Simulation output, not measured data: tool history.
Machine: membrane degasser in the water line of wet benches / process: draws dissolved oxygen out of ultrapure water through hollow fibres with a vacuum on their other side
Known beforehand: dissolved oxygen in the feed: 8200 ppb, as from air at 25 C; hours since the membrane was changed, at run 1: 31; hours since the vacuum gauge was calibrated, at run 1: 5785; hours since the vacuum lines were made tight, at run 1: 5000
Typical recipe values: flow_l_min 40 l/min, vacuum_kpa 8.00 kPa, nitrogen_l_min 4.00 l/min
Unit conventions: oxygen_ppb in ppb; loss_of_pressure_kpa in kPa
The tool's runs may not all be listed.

run    hour  flow_l_min  vacuum_kpa  nitrogen_l_min  hours since the membrane was changed  hours since the vacuum gauge was calibrated  hours since the vacuum lines were made tight  oxygen_ppb  loss_of_pressure_kpa
  1     0.0          40        8.00            4.00                                    31                                         5785                                          5000       293.3                 40.99
       44.2  -- vacuum gauge calibrated
  2   139.5          40        8.00            4.00                                   170                                           95                                          5139       283.1                 41.20
  3   253.8          40        8.00            4.00                                   284                                          210                                          5254       284.3                 41.56
  4   380.4          40        8.00            4.00                                   411                                          336                                          5380       287.5                 41.50
  5   551.2          40        8.00            4.00                                   582                                          507                                          5551       290.0                 41.35
  6   712.7          40        8.00            4.00                                   743                                          668                                          5713       291.2                 41.41
  7   857.6          29        8.00            4.00                                   888                                          813                                          5858       132.8                 30.13
  8   957.5          29        8.00            4.00                                   988                                          913                                          5958       136.6                 30.62
  9  1066.3          40        8.00            4.00                                  1097                                         1022                                          6066       296.1                 41.95
 10  1236.4          54       16.34            4.00                                  1267                                         1192                                          6236       794.1                 56.38
 11  1354.9          49       16.11            2.61                                  1385                                         1311                                          6355       822.5                 51.69
 12  1484.0          49       16.11            2.61                                  1514                                         1440                                          6484       815.0                 51.21
     1635.0  -- seals of the vacuum lines changed
 13  1645.5          49       16.11            2.61                                  1674                                         1599                                            11       823.5                 51.27
 14  1761.6          25        8.00            1.75                                  1790                                         1715                                           127       178.9                 26.16
 15  1911.2          25        8.00            1.75                                  1940                                         1865                                           276       182.0                 26.17
 16  2009.0          25        7.46            1.75                                  2038                                         1963                                           374       166.7                 26.53
 17  2199.5          41       18.20            4.00                                  2228                                         2153                                           565       538.3                 42.74
 18  2342.4          34        6.08            4.00                                  2371                                         2296                                           707       164.0                 35.54

For each entry between runs, how does the tool's hidden state at the last listed run before it compare with that at the first listed run after it?
Runs 1 to 2: vacuum gauge calibrated (hour 44.2)
  membrane still open, %: 100 -> 99.9; true pressure behind the membrane over the reading, kPa: 0.37 -> -0.01; air that leaks in behind the membrane, l/min: 0.0129 -> 0.0132
  what was measured, less what the result would be without the hidden state, oxygen_ppb: +9.0 -> +1.3 ppb; loss_of_pressure_kpa: +0.01 -> +0.06 kPa
Runs 12 to 13: seals of the vacuum lines changed (hour 1635.0)
  membrane still open, %: 99 -> 98.9; true pressure behind the membrane over the reading, kPa: 0.08 -> 0.09; air that leaks in behind the membrane, l/min: 0.0157 -> 0.002
  what was measured, less what the result would be without the hidden state, oxygen_ppb: +14.9 -> +13.9 ppb; loss_of_pressure_kpa: +0.52 -> +0.57 kPa
